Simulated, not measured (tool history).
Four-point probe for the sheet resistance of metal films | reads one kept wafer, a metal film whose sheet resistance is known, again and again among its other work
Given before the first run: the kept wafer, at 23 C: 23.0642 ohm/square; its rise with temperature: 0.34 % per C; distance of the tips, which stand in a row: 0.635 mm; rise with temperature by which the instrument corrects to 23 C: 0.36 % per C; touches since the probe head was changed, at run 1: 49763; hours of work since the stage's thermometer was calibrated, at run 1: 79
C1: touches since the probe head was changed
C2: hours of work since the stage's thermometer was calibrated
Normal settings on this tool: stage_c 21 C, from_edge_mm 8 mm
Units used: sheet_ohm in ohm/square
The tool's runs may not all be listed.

{"run": 1, "hour": 0.0, "stage_c": 21, "from_edge_mm": 8, "C1": 49763, "C2": 79, "sheet_ohm": 23.377701}
{"run": 2, "hour": 48.3, "stage_c": 21, "from_edge_mm": 11, "C1": 51386, "C2": 104, "sheet_ohm": 23.353973}
{"run": 3, "hour": 93.0, "stage_c": 21, "from_edge_mm": 11, "C1": 52891, "C2": 128, "sheet_ohm": 23.350448}
{"run": 4, "hour": 136.9, "stage_c": 21, "from_edge_mm": 11, "C1": 54369, "C2": 151, "sheet_ohm": 23.369247}
{"run": 5, "hour": 201.5, "stage_c": 21, "from_edge_mm": 11, "C1": 56539, "C2": 184, "sheet_ohm": 23.376532}
{"run": 6, "hour": 240.6, "stage_c": 21, "from_edge_mm": 11, "C1": 57856, "C2": 205, "sheet_ohm": 23.386837}
{"run": 7, "hour": 277.8, "stage_c": 21, "from_edge_mm": 8, "C1": 59106, "C2": 224, "sheet_ohm": 23.421406}
{"run": 8, "hour": 307.0, "stage_c": 21, "from_edge_mm": 8, "C1": 60089, "C2": 240, "sheet_ohm": 23.434482}
{"run": 9, "hour": 343.6, "stage_c": 21, "from_edge_mm": 8, "C1": 61321, "C2": 259, "sheet_ohm": 23.432639}
{"run": 10, "hour": 394.3, "stage_c": 21, "from_edge_mm": 8, "C1": 63026, "C2": 285, "sheet_ohm": 23.44597}
{"hour": 408.5, "done": "new probe head fitted"}
{"run": 11, "hour": 453.9, "stage_c": 20, "from_edge_mm": 14, "C1": 1526, "C2": 316, "sheet_ohm": 23.101627}
{"run": 12, "hour": 505.9, "stage_c": 20, "from_edge_mm": 14, "C1": 3275, "C2": 343, "sheet_ohm": 23.099527}
{"run": 13, "hour": 569.4, "stage_c": 20, "from_edge_mm": 14, "C1": 5410, "C2": 376, "sheet_ohm": 23.113305}
{"run": 14, "hour": 607.4, "stage_c": 20, "from_edge_mm": 5, "C1": 6689, "C2": 396, "sheet_ohm": 23.288687}
{"run": 15, "hour": 655.6, "stage_c": 29, "from_edge_mm": 42, "C1": 8311, "C2": 421, "sheet_ohm": 23.064363}
{"run": 16, "hour": 696.3, "stage_c": 29, "from_edge_mm": 42, "C1": 9680, "C2": 442, "sheet_ohm": 23.082828}
{"run": 17, "hour": 756.8, "stage_c": 32, "from_edge_mm": 8, "C1": 11715, "C2": 474, "sheet_ohm": 23.148493}
{"run": 18, "hour": 793.9, "stage_c": 32, "from_edge_mm": 8, "C1": 12963, "C2": 493, "sheet_ohm": 23.153773}
{"run": 19, "hour": 847.1, "stage_c": 20, "from_edge_mm": 3, "C1": 14753, "C2": 521, "sheet_ohm": 23.686548}
{"run": 20, "hour": 888.3, "stage_c": 22, "from_edge_mm": 14, "C1": 16136, "C2": 543, "sheet_ohm": 23.152384}

Some steps in sheet_ohm between neighbouring runs. How much of each would the tool show without its hidden state too (settings, what came in, random variation), and how much is left for the hidden state, with any gauge scatter that isn't in both results?
Hidden conditions of the tool in this case: inner tips' distance over the nominal, %; tips' flats over new ones', %; wafer's true temperature over the reading, C; drift of the gauge itself on sheet_ohm, %.
Run 10 -> 11: stage_c 21 -> 20, from_edge_mm 8 -> 14, new probe head fitted. sheet_ohm -0.344343 ohm/square: hidden state -0.303614, all else -0.040729.
Run 18 -> 19: stage_c 32 -> 20, from_edge_mm 8 -> 3. sheet_ohm +0.532775 ohm/square: hidden state +0.011787, all else +0.520988.
Run 19 -> 20: stage_c 20 -> 22, from_edge_mm 3 -> 14. sheet_ohm -0.534164 ohm/square: hidden state +0.005577, all else -0.539741.
